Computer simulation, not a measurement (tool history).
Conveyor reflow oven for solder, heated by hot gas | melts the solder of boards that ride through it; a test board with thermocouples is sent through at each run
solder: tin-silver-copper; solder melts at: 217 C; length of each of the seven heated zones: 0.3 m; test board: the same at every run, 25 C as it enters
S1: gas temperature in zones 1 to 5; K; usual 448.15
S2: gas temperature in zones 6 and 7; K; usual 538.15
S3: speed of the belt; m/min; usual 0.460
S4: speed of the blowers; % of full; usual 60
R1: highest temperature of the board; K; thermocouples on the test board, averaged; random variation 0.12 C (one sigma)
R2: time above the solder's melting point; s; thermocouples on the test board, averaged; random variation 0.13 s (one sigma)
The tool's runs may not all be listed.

run 1 day=0.000 | S1=448.15 S2=538.15 S3=0.460 S4=60 | R1=515.25 R2=48.0
run 2 day=0.350 | S1=448.15 S2=538.15 S3=0.460 S4=60 | R1=515.15 R2=47.9
run 3 day=0.662 | S1=448.15 S2=538.15 S3=0.460 S4=60 | R1=515.35 R2=47.9
run 4 day=0.842 | S1=448.15 S2=538.15 S3=0.460 S4=60 | R1=515.05 R2=48.1
run 5 day=1.071 | S1=448.15 S2=538.15 S3=0.460 S4=60 | R1=515.05 R2=47.9
run 6 day=1.325 | S1=448.15 S2=538.15 S3=0.460 S4=60 | R1=515.35 R2=47.9
run 7 day=1.517 | S1=453.15 S2=538.15 S3=0.460 S4=60 | R1=516.15 R2=51.4
run 8 day=1.825 | S1=453.15 S2=538.15 S3=0.460 S4=60 | R1=516.45 R2=50.9
run 9 day=2.021 | S1=448.15 S2=538.15 S3=0.460 S4=82 | R1=520.85 R2=55.4
run 10 day=2.246 | S1=448.15 S2=538.15 S3=0.460 S4=82 | R1=520.95 R2=55.2
run 11 day=2.604 | S1=448.15 S2=538.15 S3=0.460 S4=60 | R1=515.25 R2=48.1
run 12 day=3.021 | S1=448.15 S2=538.15 S3=0.460 S4=60 | R1=515.25 R2=47.6
run 13 day=3.379 | S1=448.15 S2=538.15 S3=0.460 S4=60 | R1=514.95 R2=47.8
run 14 day=3.612 | S1=448.15 S2=538.15 S3=0.460 S4=60 | R1=514.95 R2=47.8
run 15 day=4.021 | S1=448.15 S2=538.15 S3=0.460 S4=60 | R1=514.95 R2=47.9
run 16 day=4.317 | S1=448.15 S2=538.15 S3=0.460 S4=60 | R1=515.05 R2=47.8
run 17 day=4.700 | S1=448.15 S2=532.15 S3=0.460 S4=85 | R1=516.15 R2=51.6
run 18 day=5.025 | S1=448.15 S2=548.15 S3=0.460 S4=60 | R1=522.95 R2=55.4
run 19 day=5.450 | S1=444.15 S2=536.15 S3=0.460 S4=77 | R1=517.15 R2=50.0
run 20 day=5.850 | S1=444.15 S2=536.15 S3=0.460 S4=77 | R1=516.95 R2=49.9
run 21 day=6.192 | S1=433.15 S2=536.15 S3=0.464 S4=74 | R1=513.65 R2=42.1
run 22 day=6.629 | S1=440.15 S2=536.15 S3=0.464 S4=74 | R1=515.25 R2=46.0
run 23 day=6.962 | S1=448.15 S2=547.15 S3=0.460 S4=73 | R1=526.25 R2=58.7
run 24 day=7.175 | S1=448.15 S2=541.15 S3=0.484 S4=76 | R1=520.05 R2=51.0
run 25 day=7.500 | S1=441.15 S2=538.15 S3=0.541 S4=63 | R1=507.35 R2=28.9

Run 26 comes next. What will it give?
run 26 day=7.850 | S1=440.15 S2=539.15 S3=0.499 S4=83 | R1=? R2=?

Run 26 gave R1 517.25 K, R2 44.5 s.
Without the tool's hidden state the same run would have given R1 519.85 K, R2 46.9 s.
